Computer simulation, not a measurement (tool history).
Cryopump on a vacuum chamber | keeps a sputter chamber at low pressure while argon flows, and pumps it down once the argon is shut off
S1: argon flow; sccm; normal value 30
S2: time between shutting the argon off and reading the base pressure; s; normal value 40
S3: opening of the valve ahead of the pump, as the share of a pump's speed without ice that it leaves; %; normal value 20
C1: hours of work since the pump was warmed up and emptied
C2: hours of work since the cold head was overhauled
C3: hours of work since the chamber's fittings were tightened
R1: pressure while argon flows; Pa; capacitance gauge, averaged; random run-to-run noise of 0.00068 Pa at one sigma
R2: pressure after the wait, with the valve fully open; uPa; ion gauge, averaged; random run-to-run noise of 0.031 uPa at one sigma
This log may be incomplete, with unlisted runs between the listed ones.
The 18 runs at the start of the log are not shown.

Run 19, day 8.788: usual settings but S1 13 sccm; C1 495; C2 495; C3 330. Result: R1 0.0528 Pa, R2 2.05 uPa.
Run 20, day 9.192: usual settings but S1 57 sccm, S2 89 s, S3 38 %; C1 501; C2 501; C3 336. Result: R1 0.1247 Pa, R2 1.22 uPa.
Run 21, day 9.729: usual settings but S1 57 sccm, S2 89 s, S3 38 %; C1 510; C2 510; C3 345. Result: R1 0.1255 Pa, R2 1.21 uPa.
Run 22, day 10.188: usual settings but S1 57 sccm, S2 93 s, S3 41 %; C1 517; C2 517; C3 352. Result: R1 0.1181 Pa, R2 1.17 uPa.
Run 23, day 10.612: usual settings but S2 27 s, S3 27 %; C1 524; C2 524; C3 359. Result: R1 0.0902 Pa, R2 2.72 uPa.
Run 24, day 11.229: usual settings but S2 34 s, S3 39 %; C1 534; C2 534; C3 369. Result: R1 0.0652 Pa, R2 2.28 uPa.
Run 25, day 11.533: usual settings but S2 34 s, S3 39 %; C1 538; C2 538; C3 373. Result: R1 0.0655 Pa, R2 2.25 uPa.
Run 26, day 11.979: usual settings but S2 56 s, S3 47 %; C1 545; C2 545; C3 380. Result: R1 0.0555 Pa, R2 1.71 uPa.
Run 27, day 12.388: usual settings but S2 33 s, S3 47 %; C1 552; C2 552; C3 387. Result: R1 0.055 Pa, R2 2.54 uPa.
Run 28, day 12.925: usual settings but S2 33 s, S3 47 %; C1 560; C2 560; C3 395. Result: R1 0.0551 Pa, R2 2.45 uPa.
Run 29, day 13.342: usual settings but S1 55 sccm; C1 567; C2 567; C3 402. Result: R1 0.2237 Pa, R2 2.08 uPa.
Run 30, day 13.858: usual settings but S1 55 sccm; C1 575; C2 575; C3 410. Result: R1 0.2259 Pa, R2 2.12 uPa.
Run 31, day 14.412: usual settings but S1 13 sccm, S2 37 s, S3 29 %; C1 584; C2 584; C3 419. Result: R1 0.038 Pa, R2 2.22 uPa.
Run 32, day 15.008: usual settings but S1 13 sccm, S2 37 s, S3 29 %; C1 593; C2 593; C3 428. Result: R1 0.0378 Pa, R2 2.32 uPa.
Run 33, day 15.542: usual settings but S2 136 s; C1 602; C2 602; C3 437. Result: R1 0.1225 Pa, R2 1.17 uPa.

5 options for the next run, each taken on its own from the tool as it stands now. Forecast them:
Run A, day 15.904: usual settings but S1 39 sccm; C1 607; C2 607; C3 442. Result: R1 ?, R2 ?.
Run B, day 15.904: usual settings but S1 40 sccm, S2 55 s, S3 22 %; C1 607; C2 607; C3 442. Result: R1 ?, R2 ?.
Run C, day 15.904: usual settings but S1 55 sccm, S2 136 s; C1 607; C2 607; C3 442. Result: R1 ?, R2 ?.
Run D, day 15.904: usual settings but S1 13 sccm, S2 26 s, S3 54 %; C1 607; C2 607; C3 442. Result: R1 ?, R2 ?.
Run E, day 15.904: usual settings but S1 46 sccm, S2 39 s, S3 32 %; C1 607; C2 607; C3 442. Result: R1 ?, R2 ?.

run      R1    R2
  A  0.1603  2.19
  B    0.15  1.76
  C  0.2255  1.14
  D   0.021  3.01
  E   0.121  2.26
Without the tool's unlogged condition, the same runs would have read:
run      R1    R2
  A  0.1519  1.58
  B  0.1414  1.14
  C  0.2137  0.54
  D  0.0182  2.39
  E  0.1111  1.64

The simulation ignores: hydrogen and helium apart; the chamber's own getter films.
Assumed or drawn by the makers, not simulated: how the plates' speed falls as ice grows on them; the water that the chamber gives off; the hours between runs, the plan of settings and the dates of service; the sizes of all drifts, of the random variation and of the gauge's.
